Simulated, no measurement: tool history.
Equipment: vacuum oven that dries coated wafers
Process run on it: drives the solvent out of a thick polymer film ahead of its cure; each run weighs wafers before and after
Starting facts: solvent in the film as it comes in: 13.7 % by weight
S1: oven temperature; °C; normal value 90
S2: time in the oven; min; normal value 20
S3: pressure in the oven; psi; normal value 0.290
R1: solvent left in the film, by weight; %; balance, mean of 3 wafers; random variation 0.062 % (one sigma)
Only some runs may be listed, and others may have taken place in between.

run,hour,S1,S2,S3,R1
1,0.0,90,20,0.290,3.60
2,23.4,97,20,0.290,2.20
3,68.0,97,20,0.290,2.20
4,114.1,97,20,0.290,2.14
5,159.8,97,20,0.290,2.15
6,196.8,97,20,0.290,2.14
7,234.9,90,22,0.290,3.28
8,264.3,84,20,0.290,5.15
9,303.0,84,20,0.290,5.25
# hour 339.9: oven's thermocouples calibrated
10,356.3,90,13,0.290,5.01
11,403.1,90,20,0.290,3.57
12,430.0,95,20,0.290,2.53
13,452.8,90,20,0.290,3.63
14,474.9,90,20,0.290,3.57
15,523.2,90,11,0.290,5.66
16,553.7,90,11,0.290,5.65
17,578.1,78,20,0.290,6.87
18,616.4,78,20,0.290,6.98
19,648.4,78,20,0.290,6.93
20,683.7,78,20,0.290,6.80
21,713.8,89,20,0.290,3.93
22,741.3,89,20,0.290,3.97
23,787.0,90,10,0.693,7.59
24,810.5,90,10,0.693,7.49
25,860.9,90,10,0.693,7.58
26,905.9,100,10,0.885,5.47
27,935.8,96,10,0.571,5.54
28,961.3,90,20,0.216,3.23
29,983.3,91,11,0.216,5.04
30,1019.5,95,30,0.265,1.76
31,1055.6,81,30,0.265,4.56
32,1098.6,100,20,0.213,1.45
33,1148.8,90,18,1.073,8.08
34,1179.6,90,33,0.795,5.41
35,1211.0,98,33,0.347,1.71
36,1236.1,76,14,0.231,8.28
37,1267.8,100,17,0.645,3.52
38,1305.0,103,20,0.219,1.17
39,1335.1,103,20,0.219,1.12
40,1373.7,102,10,0.321,3.07
41,1421.8,102,10,0.321,3.06

What if the next run were any one of these 3? Each begins from the tool's condition after run 41:
A,1471.4,89,10,0.321,?
B,1471.4,76,20,0.290,?
C,1471.4,90,20,0.627,?

run,R1
A,6.35
B,7.38
C,5.41
Stripped of hidden state, with their random variation kept, the same runs would have yielded:
run,R1
A,6.34
B,7.36
C,5.39

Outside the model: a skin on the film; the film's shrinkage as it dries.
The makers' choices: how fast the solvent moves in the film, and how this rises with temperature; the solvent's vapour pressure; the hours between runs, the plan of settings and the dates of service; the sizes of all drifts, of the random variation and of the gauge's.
